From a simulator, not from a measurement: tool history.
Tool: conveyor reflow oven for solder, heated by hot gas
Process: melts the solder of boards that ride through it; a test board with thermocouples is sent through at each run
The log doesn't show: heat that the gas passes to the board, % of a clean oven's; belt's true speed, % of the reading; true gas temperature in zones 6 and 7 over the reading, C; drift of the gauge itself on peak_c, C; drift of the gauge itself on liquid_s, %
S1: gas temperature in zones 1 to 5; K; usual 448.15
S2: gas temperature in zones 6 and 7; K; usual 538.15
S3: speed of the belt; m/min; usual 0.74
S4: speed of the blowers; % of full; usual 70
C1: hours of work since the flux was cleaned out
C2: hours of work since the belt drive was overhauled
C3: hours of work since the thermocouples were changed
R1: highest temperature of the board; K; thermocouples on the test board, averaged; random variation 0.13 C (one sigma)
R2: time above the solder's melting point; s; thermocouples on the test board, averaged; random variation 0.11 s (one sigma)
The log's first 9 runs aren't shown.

run 10 day=23.404 | S1=448.15 S2=538.15 S3=0.74 S4=70 | C1=79 C2=436 C3=884 | R1=520.85 R2=39.8
run 11 day=26.1 | S1=448.15 S2=538.15 S3=0.74 S4=70 | C1=120 C2=477 C3=925 | R1=521.15 R2=39.9
run 12 day=27.867 | S1=448.15 S2=540.15 S3=0.74 S4=70 | C1=147 C2=504 C3=952 | R1=522.65 R2=40.8
run 13 day=31.042 | S1=448.15 S2=543.15 S3=0.74 S4=70 | C1=196 C2=552 C3=1001 | R1=525.15 R2=42.3
-- day=31.679 flux residue cleaned out of gas plates and filters
run 14 day=34.254 | S1=448.15 S2=543.15 S3=0.74 S4=70 | C1=39 C2=598 C3=1047 | R1=525.05 R2=42.4
run 15 day=37.404 | S1=448.15 S2=543.15 S3=0.74 S4=70 | C1=87 C2=646 C3=1095 | R1=525.45 R2=42.3
run 16 day=39.817 | S1=448.15 S2=541.15 S3=0.679 S4=72 | C1=124 C2=683 C3=1132 | R1=526.75 R2=47.6
run 17 day=42.858 | S1=446.15 S2=542.15 S3=0.789 S4=52 | C1=171 C2=730 C3=1178 | R1=515.55 R2=31.6
-- day=45.262 flux residue cleaned out of gas plates and filters
run 18 day=45.579 | S1=446.15 S2=542.15 S3=0.789 S4=52 | C1=5 C2=768 C3=1216 | R1=515.55 R2=31.5
-- day=47.879 thermocouples of zones 6 and 7 changed
run 19 day=49.042 | S1=444.15 S2=542.15 S3=0.681 S4=78 | C1=56 C2=820 C3=18 | R1=527.95 R2=47.3
run 20 day=51.775 | S1=444.15 S2=542.15 S3=0.681 S4=78 | C1=98 C2=861 C3=60 | R1=527.95 R2=47.2
run 21 day=53.433 | S1=445.15 S2=542.15 S3=0.741 S4=78 | C1=123 C2=887 C3=85 | R1=525.85 R2=41.9
run 22 day=56.717 | S1=445.15 S2=542.15 S3=0.741 S4=79 | C1=174 C2=937 C3=135 | R1=526.05 R2=42.1
-- day=58.708 flux residue cleaned out of gas plates and filters
-- day=58.875 belt drive overhauled, speed set with a stopwatch
run 23 day=60.325 | S1=446.15 S2=538.15 S3=0.808 S4=66 | C1=22 C2=22 C3=184 | R1=516.25 R2=32.4
run 24 day=63.662 | S1=447.15 S2=538.15 S3=0.758 S4=69 | C1=73 C2=73 C3=235 | R1=519.75 R2=37.4
run 25 day=66.646 | S1=441.15 S2=538.15 S3=0.74 S4=71 | C1=119 C2=119 C3=281 | R1=519.85 R2=37.3
run 26 day=68.7 | S1=448.15 S2=538.15 S3=0.74 S4=85 | C1=150 C2=150 C3=312 | R1=523.95 R2=42.2
run 27 day=71.683 | S1=441.15 S2=538.15 S3=0.621 S4=85 | C1=196 C2=196 C3=358 | R1=527.95 R2=51.9
-- day=72.362 flux residue cleaned out of gas plates and filters
run 28 day=74.95 | S1=445.15 S2=551.15 S3=0.696 S4=55 | C1=40 C2=242 C3=404 | R1=529.25 R2=45.8
run 29 day=77.171 | S1=448.15 S2=530.15 S3=0.794 S4=70 | C1=73 C2=276 C3=438 | R1=511.95 R2=30.5
run 30 day=79.167 | S1=449.15 S2=540.15 S3=0.833 S4=77 | C1=104 C2=307 C3=469 | R1=520.55 R2=34.8

3 ways to go on from here, each from the tool as it stands after run 30. What would each give?
run A day=81.717 | S1=456.15 S2=540.15 S3=0.833 S4=52 | C1=143 C2=346 C3=508 | R1=? R2=?
run B day=81.717 | S1=444.15 S2=538.15 S3=0.666 S4=70 | C1=143 C2=346 C3=508 | R1=? R2=?
run C day=81.717 | S1=449.15 S2=547.15 S3=0.833 S4=77 | C1=143 C2=346 C3=508 | R1=? R2=?

run=A R1=514.45 R2=31.1
run=B R1=523.75 R2=45.5
run=C R1=526.35 R2=37.9
Without the tool's hidden state the same runs would have given:
run=A R1=514.45 R2=31.1
run=B R1=523.65 R2=45.5
run=C R1=526.35 R2=37.9

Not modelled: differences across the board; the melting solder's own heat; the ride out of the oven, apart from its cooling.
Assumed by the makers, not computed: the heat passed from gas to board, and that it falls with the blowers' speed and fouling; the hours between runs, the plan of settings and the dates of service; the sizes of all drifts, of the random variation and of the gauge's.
